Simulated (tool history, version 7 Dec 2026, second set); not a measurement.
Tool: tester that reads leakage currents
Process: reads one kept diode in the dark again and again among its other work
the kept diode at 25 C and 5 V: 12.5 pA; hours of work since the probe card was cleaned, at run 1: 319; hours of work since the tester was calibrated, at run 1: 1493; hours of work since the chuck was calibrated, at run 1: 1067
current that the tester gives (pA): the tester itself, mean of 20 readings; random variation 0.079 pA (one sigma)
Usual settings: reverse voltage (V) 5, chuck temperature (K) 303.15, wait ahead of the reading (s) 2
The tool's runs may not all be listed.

run,day,reverse voltage (V),chuck temperature (K),wait ahead of the reading (s),hours of work since the probe card was cleaned,hours of work since the tester was calibrated,hours of work since the chuck was calibrated,current that the tester gives (pA)
1,0,5,303.15,2,319,1493,1067,23.68
2,1.321,5,303.15,2,342,1516,1090,23.72
3,3.408,5,303.15,2,378,1552,1126,24.13
4,5.575,5,303.15,2,415,1590,1163,24.53
5,7.05,5,303.15,2,441,1615,1189,24.67
6,8.517,5,303.15,1.1,466,1641,1214,25.33
7,10.038,5,303.15,1.1,492,1667,1240,25.62
8,11.15,5,303.15,1.1,512,1686,1259,25.96
9,13.083,5,303.15,1.1,545,1719,1293,26.03
10,14.875,5,303.15,3.2,576,1750,1324,25.38
11,15.917,5,303.15,3.2,594,1768,1342,25.43
12,18.008,5,303.15,3.2,630,1804,1378,25.79
13,19.983,5,303.15,6.73,664,1839,1412,25.68
14,20.967,5,303.15,6.73,681,1856,1429,25.77
15,23.317,5,303.15,6.73,722,1896,1470,26.08
16,24.458,5,303.15,6.73,741,1916,1489,26.41
17,25.954,5,303.15,6.73,767,1942,1515,26.53
18,27.788,4.99,295.15,0.87,799,1973,1547,18.07
19,29.6,1.13,316.15,0.77,830,2005,1578,33.17
20,31.042,1.24,310.15,0.77,855,2030,1603,22.4
21,32.021,1.24,310.15,0.77,872,2047,1620,22.39
22,33.579,14.04,295.15,2.11,899,2073,1647,36.53
23,35.617,5,298.15,2.3,934,2109,1682,20.9
24,37.483,5,298.15,2.3,966,2141,1714,21.41
25,39.004,3.69,302.15,0.3,993,2167,1741,26.4
26,40.788,3.69,302.15,0.3,1023,2198,1771,26.59
# day 42.479: probe card cleaned and baked
27,43.188,5.71,302.15,0.3,12,2237,1811,27.28
28,44.85,5.71,316.15,0.58,41,2266,1839,67.8
29,46.742,5.71,316.15,0.58,74,2299,1872,68.35
# day 47.512: chuck's temperature calibrated
30,48.521,5.71,316.15,0.58,103,2328,17,62.84
31,49.592,5.71,316.15,0.58,121,2346,36,63.13
32,51.533,4.67,310.15,0.58,155,2380,69,37.08
33,52.842,5,303.15,2.13,178,2402,92,21.14
34,54.212,4.41,303.15,1.11,201,2426,116,20.78

The same runs without the tool's hidden state, with the same run-to-run variation:
The hidden state here: stray current of the dirty probe card, pA a volt; current scale over the true one, %; true chuck temperature over the reading, C; drift of the gauge itself on leakage_pa, %.
run,current that the tester gives (pA)
1,20.32
2,20.21
3,20.3
4,20.41
5,20.37
6,20.86
7,20.96
8,21.14
9,20.95
10,20.03
11,19.97
12,20.05
13,19.7
14,19.68
15,19.66
16,19.79
17,19.72
18,11.77
19,29.84
20,19.54
21,19.48
22,17.72
23,13.41
24,13.62
25,20.04
26,20.05
27,25.58
28,62.72
29,62.91
30,62.86
31,62.97
32,36.49
33,20.14
34,19.77
